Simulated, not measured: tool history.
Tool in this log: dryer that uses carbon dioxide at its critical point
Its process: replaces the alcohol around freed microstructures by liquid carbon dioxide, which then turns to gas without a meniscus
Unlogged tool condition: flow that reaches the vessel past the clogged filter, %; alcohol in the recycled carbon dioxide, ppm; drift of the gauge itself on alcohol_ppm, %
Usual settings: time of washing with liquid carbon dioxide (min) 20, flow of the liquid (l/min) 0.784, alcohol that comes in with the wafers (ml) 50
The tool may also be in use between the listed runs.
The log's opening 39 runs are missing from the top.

run,hour,time of washing with liquid carbon dioxide (min),flow of the liquid (l/min),alcohol that comes in with the wafers (ml),hours of work since the filter was changed,hours of work since the purifier's bed was changed,alcohol left in the vessel before it's heated (ppm by volume)
40,802.1,14,1.212,41,146,127,50
41,819.3,14,1.212,41,160,141,71
42,837.9,20,0.489,50,175,156,476
43,864.6,20,1.28,50,196,177,65
44,893.2,23,0.784,50,219,200,88
45,910.7,20,0.784,51,233,214,118
46,929.8,20,0.784,51,248,229,128
47,947.6,20,0.584,117,262,243,573

3 options for the next run, each taken on its own from the tool as it stands now. Forecast them:
A,959.8,17,0.475,55,272,253,?
B,959.8,15,0.584,51,272,253,?
C,959.8,13,0.866,50,272,253,?

run,alcohol left in the vessel before it's heated (ppm by volume)
A,1112
B,791
C,334
Stripped of hidden state, with their random variation kept, the same runs would have yielded:
run,alcohol left in the vessel before it's heated (ppm by volume)
A,768
B,513
C,161
